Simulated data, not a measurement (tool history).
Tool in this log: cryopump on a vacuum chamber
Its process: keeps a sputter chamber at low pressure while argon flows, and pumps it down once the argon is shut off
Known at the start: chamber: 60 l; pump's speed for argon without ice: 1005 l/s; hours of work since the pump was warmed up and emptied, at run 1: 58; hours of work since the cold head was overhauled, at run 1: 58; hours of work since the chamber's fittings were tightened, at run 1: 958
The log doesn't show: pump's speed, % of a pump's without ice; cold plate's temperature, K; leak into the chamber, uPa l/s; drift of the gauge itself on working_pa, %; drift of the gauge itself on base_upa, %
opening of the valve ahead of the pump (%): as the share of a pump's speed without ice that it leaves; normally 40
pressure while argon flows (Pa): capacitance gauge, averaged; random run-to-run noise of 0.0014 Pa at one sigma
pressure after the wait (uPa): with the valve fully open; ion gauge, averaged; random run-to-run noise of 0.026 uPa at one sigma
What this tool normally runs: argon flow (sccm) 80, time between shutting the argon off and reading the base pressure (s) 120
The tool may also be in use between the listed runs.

run	hour	argon flow (sccm)	time between shutting the argon off and reading the base pressure (s)	opening of the valve ahead of the pump (%)	hours of work since the pump was warmed up and emptied	hours of work since the cold head was overhauled	hours of work since the chamber's fittings were tightened	pressure while argon flows (Pa)	pressure after the wait (uPa)
1	0	80	120	40	58	58	958	0.3391	2.41
2	27.7	80	120	40	69	69	970	0.3414	2.46
3	57.9	80	120	40	82	82	983	0.3406	2.41
4	78.6	80	120	40	90	90	991	0.3394	2.45
5	91.3	80	155	40	96	96	997	0.3398	2.3
6	120.9	80	193	40	108	108	1009	0.3391	2.17
7	134.2	80	193	40	114	114	1015	0.3409	2.15
8	158.8	80	193	40	124	124	1025	0.3409	2.22
9	175.4	80	193	40	131	131	1032	0.3418	2.27
10	196.5	80	193	40	140	140	1041	0.3425	2.15
11	225.6	80	193	40	152	152	1053	0.3414	2.31
12	249.5	80	193	40	162	162	1063	0.3431	2.35
13	278.1	80	193	40	174	174	1075	0.3427	2.35
14	308.2	80	25	40	187	187	1087	0.3413	5.86
15	321.4	80	25	40	192	192	1093	0.3434	5.65
16	340.5	80	120	40	200	200	1101	0.3432	2.65
17	358.2	80	120	40	208	208	1108	0.3419	2.66
18	373.6	80	241	50	214	214	1115	0.2779	2.29
19	391.9	80	241	50	222	222	1123	0.278	2.24
20	404.7	80	103	19	227	227	1128	0.7122	2.88
21	431.3	117	61	19	238	238	1139	1.0398	3.44
22	455.5	117	61	19	248	248	1149	1.0511	3.5
23	477.5	117	33	29	258	258	1158	0.6966	4.74
24	497.2	117	33	29	266	266	1167	0.6953	4.87
25	511.6	103	39	52	272	272	1173	0.3479	4.46
26	538.8	103	39	52	283	283	1184	0.3449	4.5
# hour 555.5: leaking fittings of the chamber tightened, without venting
27	562.5	46	40	52	292	292	3	0.1562	2.82
28	576.3	46	40	52	298	298	9	0.1542	2.85
29	599.6	59	120	19	308	308	19	0.5283	1.19
30	622.5	36	30	35	317	317	28	0.1791	3.67
31	648.9	103	290	52	329	329	39	0.3457	0.8
32	676.5	103	290	52	340	340	51	0.3493	0.79
33	705.9	103	290	52	352	352	63	0.3501	0.79
34	733.9	103	290	52	364	364	75	0.3491	0.85

Branching from run 34: 4 alternative next runs. What would each branch give?
A	750.2	111	120	52	371	371	82	?	?
B	750.2	34	120	40	371	371	82	?	?
C	750.2	80	22	40	371	371	82	?	?
D	750.2	35	290	52	371	371	82	?	?

run	pressure while argon flows (Pa)	pressure after the wait (uPa)
A	0.3752	1.33
B	0.15	1.3
C	0.351	4.91
D	0.1189	0.86
What these runs would have given with no unlogged condition in the tool:
run	pressure while argon flows (Pa)	pressure after the wait (uPa)
A	0.3567	1.12
B	0.1443	1.09
C	0.3375	4.71
D	0.113	0.65

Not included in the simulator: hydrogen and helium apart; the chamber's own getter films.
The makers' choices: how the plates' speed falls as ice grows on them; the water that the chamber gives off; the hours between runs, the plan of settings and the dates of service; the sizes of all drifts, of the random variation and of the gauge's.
